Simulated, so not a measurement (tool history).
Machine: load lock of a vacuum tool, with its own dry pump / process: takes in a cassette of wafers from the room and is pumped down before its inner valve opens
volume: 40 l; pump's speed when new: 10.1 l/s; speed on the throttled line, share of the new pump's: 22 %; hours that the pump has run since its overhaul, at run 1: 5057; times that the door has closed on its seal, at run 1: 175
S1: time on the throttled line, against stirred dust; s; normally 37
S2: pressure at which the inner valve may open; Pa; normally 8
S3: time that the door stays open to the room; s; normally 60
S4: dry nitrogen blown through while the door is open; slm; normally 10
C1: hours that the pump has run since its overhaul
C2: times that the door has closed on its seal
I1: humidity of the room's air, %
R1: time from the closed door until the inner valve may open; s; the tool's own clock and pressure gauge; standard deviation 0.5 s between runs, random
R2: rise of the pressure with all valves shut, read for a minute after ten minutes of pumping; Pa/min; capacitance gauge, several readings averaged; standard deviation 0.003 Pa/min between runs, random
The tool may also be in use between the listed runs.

run    hour  S1  S2   S3  S4    C1     C2    I1    R1     R2
  1     0.0  37   8   60  10  5057    175  46.0  69.8  0.061
  2   279.3  37   8   60  10  5336    967  46.5  69.5  0.062
  3   660.5  37   8   60  10  5718   2047  46.7  68.7  0.067
  4   849.9  37   8   60  10  5907   2583  48.0  69.3  0.069
  5  1319.1  37   8   54  10  6376   3912  45.9  70.3  0.070
  6  1553.1  37  16   60  10  6610   4575  42.9  66.8  0.074
  7  1844.1  37   8   60  10  6901   5400  43.3  70.3  0.072
  8  2088.9  37   8   60  10  7146   6093  44.2  70.1  0.076
  9  2310.8  57   8  216  12  7368   6722  46.4  85.7  0.104
 10  2514.0  57  16   32  12  7571   7297  44.2  82.3  0.074
 11  2872.5  51  16   67   5  7930   8313  45.7  77.0  0.098
 12  3219.1  63   6   60  16  8276   9295  44.8  90.7  0.079
 13  3662.5  37   8   32   4  8720  10551  42.6  70.3  0.091
 14  3983.6  37   8   32   4  9041  11460  44.9  71.4  0.095
 15  4225.4  37   8  229  23  9283  12145  42.0  71.4  0.112
 16  4516.9  37   6  229  23  9574  12971  45.7  73.2  0.124

Alternative continuations, all from the tool just after run 16; predict every row:
  A  4862.9  18  15   60  35  9920  13952  43.8   ?   ?
  B  4862.9  31  10   90  10  9920  13952  45.3   ?   ?
  C  4862.9  37  10  229  23  9920  13952  44.3   ?   ?
  D  4862.9  37   7   36  23  9920  13952  44.1   ?   ?

run    R1     R2
  A  53.7  0.090
  B  66.2  0.120
  C  71.3  0.127
  D  72.3  0.093
Had the tool no hidden state, the same runs would have come out as:
run    R1     R2
  A  48.7  0.035
  B  61.4  0.065
  C  66.5  0.070
  D  67.3  0.038
